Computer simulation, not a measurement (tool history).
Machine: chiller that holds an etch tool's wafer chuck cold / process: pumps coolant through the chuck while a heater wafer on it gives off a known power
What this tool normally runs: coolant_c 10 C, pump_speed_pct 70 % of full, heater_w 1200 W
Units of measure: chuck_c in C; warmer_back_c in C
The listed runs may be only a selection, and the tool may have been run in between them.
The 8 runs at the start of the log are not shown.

| run | hour | coolant_c | pump_speed_pct | heater_w | hours since the coolant was changed and the channels were flushed | hours since the pump was overhauled | hours since the chiller's thermometer was calibrated | chuck_c | warmer_back_c |
|---|---|---|---|---|---|---|---|---|---|
| 9 | 1214.5 | 10 | 64 | 1200 | 3177 | 8790 | 2518 | 30.9 | 8.36 |
| 10 | 1303.3 | 10 | 70 | 1200 | 3266 | 8879 | 2607 | 29.8 | 7.52 |
| 11 | 1511.4 | 10 | 70 | 1200 | 3474 | 9087 | 2815 | 29.7 | 7.6 |
| 12 | 1612 | 10 | 70 | 1200 | 3574 | 9188 | 2916 | 29.8 | 7.59 |
| 13 | 1793.3 | 10 | 70 | 1200 | 3756 | 9369 | 3097 | 30 | 7.58 |
| 14 | 1945.7 | 4 | 70 | 1200 | 3908 | 9521 | 3250 | 24.2 | 7.64 |
| 15 | 2124.7 | 10 | 70 | 1787 | 4087 | 9700 | 3429 | 40 | 11.46 |
|  | 2248.4 | coolant pump overhauled |
| 16 | 2279 | 10 | 70 | 1200 | 4236 | 31 | 3578 | 28.2 | 6.46 |

Run 17 is up next; what results do you expect?
|  | 2292.9 | chiller's thermometer calibrated |
| 17 | 2413 | 10 | 70 | 1200 | 4370 | 164 | 120 | ? | ? |

chuck_c: 28.6 C
warmer_back_c: 6.44 C
Minus the tool's unlogged condition, the same run would have read chuck_c 26.4 C, warmer_back_c 6.41 C.
